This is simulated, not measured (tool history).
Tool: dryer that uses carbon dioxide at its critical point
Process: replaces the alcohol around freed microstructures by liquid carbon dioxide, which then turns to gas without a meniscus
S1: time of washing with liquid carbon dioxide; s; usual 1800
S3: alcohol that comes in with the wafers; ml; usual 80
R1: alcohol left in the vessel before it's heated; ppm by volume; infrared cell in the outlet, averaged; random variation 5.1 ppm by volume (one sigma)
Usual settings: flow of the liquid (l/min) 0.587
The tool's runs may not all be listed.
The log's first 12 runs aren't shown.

run 13 day=6.333 | S1=1800 flow_of_the_liquid_(l/min)=0.977 S3=80 | R1=172
run 14 day=7.129 | S1=1320 flow_of_the_liquid_(l/min)=0.587 S3=80 | R1=645
run 15 day=7.646 | S1=1320 flow_of_the_liquid_(l/min)=0.587 S3=80 | R1=635
run 16 day=8.196 | S1=1800 flow_of_the_liquid_(l/min)=0.587 S3=80 | R1=281
run 17 day=8.825 | S1=1800 flow_of_the_liquid_(l/min)=0.587 S3=80 | R1=284
run 18 day=9.546 | S1=1800 flow_of_the_liquid_(l/min)=0.587 S3=80 | R1=280
run 19 day=10.008 | S1=1140 flow_of_the_liquid_(l/min)=0.486 S3=37 | R1=1051
run 20 day=10.562 | S1=1140 flow_of_the_liquid_(l/min)=0.486 S3=37 | R1=1047
run 21 day=10.908 | S1=2220 flow_of_the_liquid_(l/min)=0.355 S3=32 | R1=396
run 22 day=11.633 | S1=2220 flow_of_the_liquid_(l/min)=0.355 S3=32 | R1=396
run 23 day=12.308 | S1=2460 flow_of_the_liquid_(l/min)=0.751 S3=35 | R1=205
run 24 day=12.75 | S1=2100 flow_of_the_liquid_(l/min)=0.942 S3=43 | R1=210
run 25 day=13.279 | S1=2100 flow_of_the_liquid_(l/min)=0.942 S3=43 | R1=210
run 26 day=13.679 | S1=1800 flow_of_the_liquid_(l/min)=0.942 S3=43 | R1=214
run 27 day=14.392 | S1=1800 flow_of_the_liquid_(l/min)=0.485 S3=79 | R1=599
run 28 day=15.108 | S1=1500 flow_of_the_liquid_(l/min)=0.646 S3=30 | R1=296
run 29 day=15.679 | S1=2520 flow_of_the_liquid_(l/min)=0.786 S3=80 | R1=224
run 30 day=16.288 | S1=1860 flow_of_the_liquid_(l/min)=0.915 S3=80 | R1=240
run 31 day=16.688 | S1=1920 flow_of_the_liquid_(l/min)=0.587 S3=31 | R1=275
run 32 day=17.346 | S1=1800 flow_of_the_liquid_(l/min)=0.587 S3=58 | R1=356
run 33 day=17.804 | S1=2160 flow_of_the_liquid_(l/min)=0.587 S3=58 | R1=275

4 ways to go on from here, each from the tool as it stands after run 33. What would each give?
-- day=17.967 inlet filter changed
run A day=18.512 | S1=2160 flow_of_the_liquid_(l/min)=0.587 S3=51 | R1=?
-- day=17.967 inlet filter changed
run B day=18.512 | S1=2100 flow_of_the_liquid_(l/min)=0.487 S3=35 | R1=?
-- day=17.967 inlet filter changed
run C day=18.512 | S1=2340 flow_of_the_liquid_(l/min)=0.434 S3=94 | R1=?
-- day=17.967 inlet filter changed
run D day=18.512 | S1=1140 flow_of_the_liquid_(l/min)=0.822 S3=48 | R1=?

run=A R1=256
run=B R1=283
run=C R1=351
run=D R1=314
Without the tool's hidden state the same runs would have given:
run=A R1=13
run=B R1=38
run=C R1=104
run=D R1=70
